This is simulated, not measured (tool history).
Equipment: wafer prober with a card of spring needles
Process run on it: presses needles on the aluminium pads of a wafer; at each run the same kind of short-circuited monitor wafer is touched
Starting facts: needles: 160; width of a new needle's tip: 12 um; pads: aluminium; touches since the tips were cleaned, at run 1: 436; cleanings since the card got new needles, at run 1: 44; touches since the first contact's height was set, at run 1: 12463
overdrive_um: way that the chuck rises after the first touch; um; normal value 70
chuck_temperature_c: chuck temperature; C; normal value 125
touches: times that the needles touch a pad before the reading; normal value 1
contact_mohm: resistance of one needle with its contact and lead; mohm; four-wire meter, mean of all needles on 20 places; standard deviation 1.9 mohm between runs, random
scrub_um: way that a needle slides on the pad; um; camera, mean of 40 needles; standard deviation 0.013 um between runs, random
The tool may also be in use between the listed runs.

| run | hour | overdrive_um | chuck_temperature_c | touches | touches since the tips were cleaned | cleanings since the card got new needles | touches since the first contact's height was set | contact_mohm | scrub_um |
|---|---|---|---|---|---|---|---|---|---|
| 1 | 0.0 | 70 | 125 | 1 | 436 | 44 | 12463 | 208 | 15.34 |
|  | 9.5 | tips cleaned on abrasive film |
| 2 | 10.0 | 70 | 125 | 1 | 221 | 45 | 16928 | 207 | 15.33 |
|  | 19.4 | tips cleaned on abrasive film |
| 3 | 25.0 | 70 | 125 | 1 | 2521 | 46 | 23622 | 208 | 15.34 |
|  | 29.6 | tips cleaned on abrasive film |
|  | 39.7 | tips cleaned on abrasive film |
| 4 | 45.1 | 70 | 125 | 2 | 2418 | 48 | 32593 | 209 | 15.31 |
|  | 50.0 | tips cleaned on abrasive film |
| 5 | 59.7 | 70 | 125 | 2 | 4353 | 49 | 39124 | 208 | 15.34 |
|  | 61.6 | tips cleaned on abrasive film |
|  | 72.3 | tips cleaned on abrasive film |
| 6 | 78.7 | 70 | 125 | 2 | 2916 | 51 | 47632 | 209 | 15.31 |
|  | 82.8 | tips cleaned on abrasive film |
|  | 92.7 | tips cleaned on abrasive film |
| 7 | 94.8 | 70 | 125 | 2 | 935 | 53 | 54774 | 208 | 15.32 |
|  | 104.1 | tips cleaned on abrasive film |
| 8 | 112.4 | 70 | 125 | 2 | 3747 | 54 | 62659 | 212 | 15.33 |
|  | 114.9 | tips cleaned on abrasive film |
|  | 123.6 | height of the first contact set anew |
|  | 125.9 | tips cleaned on abrasive film |
| 9 | 129.6 | 70 | 125 | 2 | 1690 | 56 | 2663 | 210 | 15.31 |
|  | 136.3 | tips cleaned on abrasive film |
| 10 | 145.9 | 70 | 125 | 1 | 4324 | 57 | 9965 | 212 | 15.31 |
|  | 147.6 | tips cleaned on abrasive film |
|  | 157.7 | tips cleaned on abrasive film |
| 11 | 162.3 | 70 | 125 | 1 | 2031 | 59 | 17243 | 208 | 15.31 |
|  | 168.6 | tips cleaned on abrasive film |
|  | 179.2 | tips cleaned on abrasive film |
| 12 | 179.3 | 70 | 125 | 1 | 62 | 61 | 24831 | 212 | 15.33 |
| 13 | 187.9 | 70 | 125 | 1 | 3953 | 61 | 28722 | 208 | 15.30 |
|  | 189.8 | tips cleaned on abrasive film |
| 14 | 197.0 | 70 | 125 | 1 | 3225 | 62 | 32752 | 209 | 15.30 |
|  | 200.5 | tips cleaned on abrasive film |
|  | 210.4 | tips cleaned on abrasive film |
| 15 | 212.0 | 70 | 60 | 1 | 725 | 64 | 39423 | 199 | 15.29 |
|  | 221.5 | tips cleaned on abrasive film |
| 16 | 222.6 | 70 | 125 | 3 | 502 | 65 | 44175 | 208 | 15.30 |
|  | 231.3 | tips cleaned on abrasive film |
| 17 | 233.3 | 70 | 125 | 3 | 907 | 66 | 48957 | 207 | 15.29 |
|  | 241.6 | tips cleaned on abrasive film |
| 18 | 242.8 | 64 | 82 | 1 | 526 | 67 | 53169 | 202 | 13.99 |
|  | 252.0 | tips cleaned on abrasive film |
| 19 | 261.6 | 64 | 29 | 1 | 4335 | 68 | 61624 | 190 | 13.99 |
|  | 262.8 | tips cleaned on abrasive film |
|  | 273.4 | tips cleaned on abrasive film |
|  | 275.3 | height of the first contact set anew |
| 20 | 280.8 | 57 | 125 | 2 | 3169 | 70 | 2441 | 212 | 12.44 |
|  | 283.8 | tips cleaned on abrasive film |
| 21 | 291.6 | 57 | 35 | 2 | 3499 | 71 | 7276 | 192 | 12.44 |
|  | 294.8 | tips cleaned on abrasive film |
|  | 305.4 | tips cleaned on abrasive film |
| 22 | 311.0 | 57 | 35 | 2 | 2508 | 73 | 15924 | 191 | 12.45 |
|  | 315.4 | tips cleaned on abrasive film |
| 23 | 323.8 | 69 | 35 | 2 | 3760 | 74 | 21654 | 191 | 15.04 |
|  | 326.7 | tips cleaned on abrasive film |
| 24 | 333.9 | 58 | 95 | 1 | 3271 | 75 | 26171 | 202 | 12.65 |
|  | 337.3 | tips cleaned on abrasive film |
|  | 348.0 | tips cleaned on abrasive film |
| 25 | 348.9 | 58 | 44 | 1 | 430 | 77 | 32840 | 195 | 12.65 |
|  | 358.1 | tips cleaned on abrasive film |
| 26 | 358.4 | 58 | 87 | 1 | 150 | 78 | 37087 | 205 | 12.65 |
|  | 368.6 | tips cleaned on abrasive film |
| 27 | 370.5 | 58 | 87 | 1 | 873 | 79 | 42484 | 204 | 12.67 |
|  | 378.9 | tips cleaned on abrasive film |
| 28 | 385.2 | 55 | 125 | 1 | 2838 | 80 | 49063 | 213 | 12.01 |
|  | 389.0 | tips cleaned on abrasive film |
|  | 399.0 | tips cleaned on abrasive film |
| 29 | 400.0 | 83 | 125 | 1 | 430 | 82 | 55622 | 211 | 18.13 |
|  | 409.1 | tips cleaned on abrasive film |
| 30 | 414.4 | 74 | 69 | 1 | 2413 | 83 | 62111 | 198 | 16.13 |

Predict each of these 5 candidate next runs independently; none follows another, all start after run 30:
|  | 419.7 | tips cleaned on abrasive film |
|  | 427.0 | height of the first contact set anew |
| A | 427.0 | 59 | 125 | 1 | 3159 | 84 | 0 | ? | ? |
|  | 419.7 | tips cleaned on abrasive film |
|  | 427.0 | height of the first contact set anew |
| B | 427.0 | 54 | 125 | 1 | 3159 | 84 | 0 | ? | ? |
|  | 419.7 | tips cleaned on abrasive film |
|  | 427.0 | height of the first contact set anew |
| C | 427.0 | 63 | 125 | 1 | 3159 | 84 | 0 | ? | ? |
|  | 419.7 | tips cleaned on abrasive film |
|  | 427.0 | height of the first contact set anew |
| D | 427.0 | 70 | 70 | 1 | 3159 | 84 | 0 | ? | ? |
|  | 419.7 | tips cleaned on abrasive film |
|  | 427.0 | height of the first contact set anew |
| E | 427.0 | 74 | 100 | 1 | 3159 | 84 | 0 | ? | ? |

| run | contact_mohm | scrub_um |
|---|---|---|
| A | 209 | 12.87 |
| B | 212 | 11.78 |
| C | 209 | 13.74 |
| D | 197 | 15.27 |
| E | 206 | 16.15 |
With no hidden state in the tool, these same runs would have given:
| run | contact_mohm | scrub_um |
|---|---|---|
| A | 208 | 12.92 |
| B | 211 | 11.83 |
| C | 208 | 13.80 |
| D | 197 | 15.34 |
| E | 205 | 16.22 |
